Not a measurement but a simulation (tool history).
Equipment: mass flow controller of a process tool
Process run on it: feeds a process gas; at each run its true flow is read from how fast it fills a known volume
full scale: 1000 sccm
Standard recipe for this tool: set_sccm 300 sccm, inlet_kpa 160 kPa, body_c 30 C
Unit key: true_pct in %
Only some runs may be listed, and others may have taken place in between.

| run | hour | set_sccm | inlet_kpa | body_c | true_pct |
|---|---|---|---|---|---|
| 1 | 0 | 300 | 160 | 30 | 98.84 |
| 2 | 71 | 300 | 160 | 30 | 98.88 |
| 3 | 181.9 | 300 | 160 | 30 | 98.88 |
| 4 | 284.8 | 300 | 160 | 30 | 98.81 |
| 5 | 400 | 300 | 160 | 30 | 98.76 |
| 6 | 521.4 | 300 | 160 | 30 | 98.71 |
| 7 | 634.2 | 300 | 160 | 30 | 98.67 |
| 8 | 686.4 | 300 | 160 | 30 | 98.68 |
| 9 | 792.8 | 300 | 160 | 30 | 98.65 |
| 10 | 850.6 | 300 | 160 | 30 | 98.64 |
| 11 | 963.4 | 300 | 160 | 30 | 98.59 |
| 12 | 1064.9 | 300 | 160 | 30 | 98.5 |
| 13 | 1120.5 | 439 | 145 | 37 | 99.65 |
| 14 | 1202.1 | 439 | 145 | 37 | 99.67 |
| 15 | 1322.5 | 300 | 151 | 35 | 99.11 |
|  | 1328.1 | controller's zero set anew |
| 16 | 1391.3 | 300 | 151 | 35 | 98.4 |
| 17 | 1483.4 | 300 | 151 | 35 | 98.5 |
| 18 | 1552.6 | 300 | 151 | 35 | 98.45 |
| 19 | 1607.4 | 556 | 152 | 22 | 98.06 |
| 20 | 1694.3 | 556 | 152 | 22 | 97.85 |
| 21 | 1804.2 | 556 | 152 | 22 | 97.88 |
|  | 1865.8 | controller's zero set anew, once more |
| 22 | 1893.3 | 556 | 152 | 22 | 98.67 |
| 23 | 1985.9 | 556 | 152 | 22 | 98.56 |

A few steps of true_pct between consecutive runs. Split each: what settings, incoming material and random variation would produce without the hidden state, and what is left over for the hidden state, along with gauge scatter present in only one of the two compared results (measured, and without hidden state):
The tool's hidden condition here consists of: flow at rest that the sensor doesn't see, % of full scale; true flow over the shown one, %; drift of the gauge itself on true_pct, %.
Run 12 -> 13: set_sccm 300 -> 439, inlet_kpa 160 -> 145, body_c 30 -> 37. true_pct +1.15 %: hidden state +0.25, all else +0.9.
Run 18 -> 19: set_sccm 300 -> 556, inlet_kpa 151 -> 152, body_c 35 -> 22. true_pct -0.39 %: hidden state +0.66, all else -1.05.
Run 21 -> 22: controller's zero set anew, once more. true_pct +0.79 %: hidden state +0.79, all else +0.
